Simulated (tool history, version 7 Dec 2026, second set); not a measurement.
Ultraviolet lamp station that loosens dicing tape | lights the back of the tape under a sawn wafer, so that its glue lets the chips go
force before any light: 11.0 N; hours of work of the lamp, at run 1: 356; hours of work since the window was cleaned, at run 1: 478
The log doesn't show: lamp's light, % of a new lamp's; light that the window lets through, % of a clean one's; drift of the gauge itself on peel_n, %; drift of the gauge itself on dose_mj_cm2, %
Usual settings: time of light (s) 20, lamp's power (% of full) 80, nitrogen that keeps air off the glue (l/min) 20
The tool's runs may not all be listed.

run,hour,time of light (s),lamp's power (% of full),nitrogen that keeps air off the glue (l/min),hours of work of the lamp,hours of work since the window was cleaned,force that peels the tape off (N),light that reached the tape (J/m2)
1,0.0,20,80,20,356,478,0.966,5540
2,20.3,20,80,20,371,493,0.973,5460
# hour 30.2: window cleaned of glue's vapour
3,37.9,20,80,20,383,5,1.005,5360
4,61.7,20,80,11,400,23,1.509,5460
5,75.8,20,80,11,410,33,1.512,5460
6,87.5,20,80,11,419,41,1.491,5500
7,103.3,20,80,15,430,53,1.173,5420
8,118.7,20,80,15,441,64,1.190,5440
9,129.1,20,80,15,449,71,1.229,5480
10,140.7,20,80,20,457,79,1.012,5470
11,161.3,20,80,20,472,94,0.925,5500
12,185.2,20,80,20,489,111,0.964,5420
13,200.0,20,80,20,500,122,0.996,5420
14,210.3,20,80,20,507,130,0.951,5460
15,231.4,20,80,20,522,145,0.987,5490
16,248.2,10,74,20,534,157,3.463,2580
17,270.6,15,96,16,550,173,1.447,4880
18,293.3,20,65,15,567,189,1.798,4410
19,303.9,30,72,25,574,197,0.403,7370
20,323.4,12,80,12,588,211,3.091,3260
21,339.6,20,91,6,600,223,1.837,6160
22,356.6,17,82,6,612,235,2.684,4740
23,371.8,25,70,15,623,246,1.021,5930
24,395.0,13,80,20,640,262,2.266,3550
25,406.4,26,99,14,648,271,0.418,8810
26,416.9,33,69,7,656,278,1.024,7680
27,436.0,33,69,7,669,292,0.992,7800
28,448.4,22,88,20,678,301,0.630,6560
29,465.2,15,88,12,690,313,1.996,4430
30,476.6,20,66,18,698,321,1.559,4450

Forecast each of these 5 alternatives for the next run:
A,498.9,20,64,8,715,337,?,?
B,498.9,12,78,20,715,337,?,?
C,498.9,32,75,20,715,337,?,?
D,498.9,16,64,18,715,337,?,?
E,498.9,20,78,8,715,337,?,?

run,force that peels the tape off (N),light that reached the tape (J/m2)
A,2.617,4380
B,2.618,3150
C,0.367,8230
D,2.341,3480
E,1.913,5300
Without the tool's hidden state the same runs would have given:
run,force that peels the tape off (N),light that reached the tape (J/m2)
A,2.613,4390
B,2.613,3150
C,0.366,8240
D,2.337,3480
E,1.909,5310
